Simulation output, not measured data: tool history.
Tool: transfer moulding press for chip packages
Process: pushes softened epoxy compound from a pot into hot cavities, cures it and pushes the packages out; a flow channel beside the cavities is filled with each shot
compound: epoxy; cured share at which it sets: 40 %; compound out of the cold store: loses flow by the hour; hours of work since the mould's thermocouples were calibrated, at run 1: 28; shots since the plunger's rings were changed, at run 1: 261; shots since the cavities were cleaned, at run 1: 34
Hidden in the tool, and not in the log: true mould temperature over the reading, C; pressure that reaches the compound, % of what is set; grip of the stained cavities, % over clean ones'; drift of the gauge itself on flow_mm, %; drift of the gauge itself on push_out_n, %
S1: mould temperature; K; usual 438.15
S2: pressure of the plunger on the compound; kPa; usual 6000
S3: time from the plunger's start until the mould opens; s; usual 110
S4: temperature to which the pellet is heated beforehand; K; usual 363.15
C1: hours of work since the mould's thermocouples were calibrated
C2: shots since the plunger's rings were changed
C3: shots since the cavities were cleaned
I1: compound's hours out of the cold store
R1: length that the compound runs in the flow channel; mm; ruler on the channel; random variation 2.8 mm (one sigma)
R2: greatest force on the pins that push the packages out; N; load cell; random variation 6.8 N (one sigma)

run	hour	S1	S2	S3	S4	C1	C2	C3	I1	R1	R2
1	0.0	438.15	6000	110	363.15	28	261	34	37.1	574	283
2	70.7	438.15	6000	110	363.15	63	856	629	15.5	619	433
# hour 108.6: cavities cleaned with cleaning compound and waxed
3	118.2	438.15	6000	110	363.15	86	1244	81	45.4	548	310
4	153.9	438.15	6000	110	359.15	103	1545	382	25.7	594	409
5	184.3	438.15	6000	110	369.15	118	1801	638	37.0	563	441
# hour 223.1: cavities cleaned with cleaning compound and waxed
6	238.1	438.15	6000	110	369.15	144	2241	126	25.7	582	330
7	268.2	438.15	6000	110	369.15	159	2495	380	33.0	568	410
8	330.1	438.15	6000	110	369.15	189	3016	901	28.6	568	468
# hour 338.0: cavities cleaned with cleaning compound and waxed
9	379.1	438.15	6000	110	369.15	213	3416	346	31.5	561	407
10	429.9	438.15	6000	110	369.15	238	3844	774	24.8	572	468
# hour 447.9: cavities cleaned with cleaning compound and waxed
11	480.7	438.15	6000	110	369.15	262	4259	276	36.0	544	371
12	522.8	444.15	6000	91	369.15	283	4614	631	26.2	546	445
# hour 558.2: cavities cleaned with cleaning compound and waxed
13	582.6	444.15	6000	91	369.15	311	5105	206	39.0	519	346
14	632.8	444.15	6000	92	369.15	336	5528	629	45.7	509	440
# hour 670.3: cavities cleaned with cleaning compound and waxed
15	700.6	444.15	6000	92	369.15	369	6086	255	36.1	519	377
16	755.5	435.15	6000	92	369.15	396	6549	718	40.7	527	679
# hour 780.8: cavities cleaned with cleaning compound and waxed
17	801.8	440.15	5020	112	370.15	418	6926	177	19.3	508	346
# hour 813.5: plunger's sealing rings changed
18	856.6	445.15	6090	110	356.15	444	363	617	11.1	630	416
19	888.9	441.15	6380	140	357.15	459	635	889	26.3	609	437
# hour 894.9: cavities cleaned with cleaning compound and waxed
20	962.1	441.15	6380	140	357.15	495	1239	566	18.9	621	405
# hour 1006.0: cavities cleaned with cleaning compound and waxed
21	1015.2	433.15	6180	110	359.15	520	1674	78	24.7	619	421

The same runs without the tool's hidden state, with the same run-to-run variation:
run	R1	R2
1	578	264
2	628	264
3	559	275
4	608	276
5	577	266
6	601	269
7	588	273
8	592	267
9	588	277
10	603	273
11	576	258
12	581	265
13	557	256
14	549	263
15	564	268
16	576	383
17	558	263
18	631	247
19	613	247
20	629	249
21	630	340
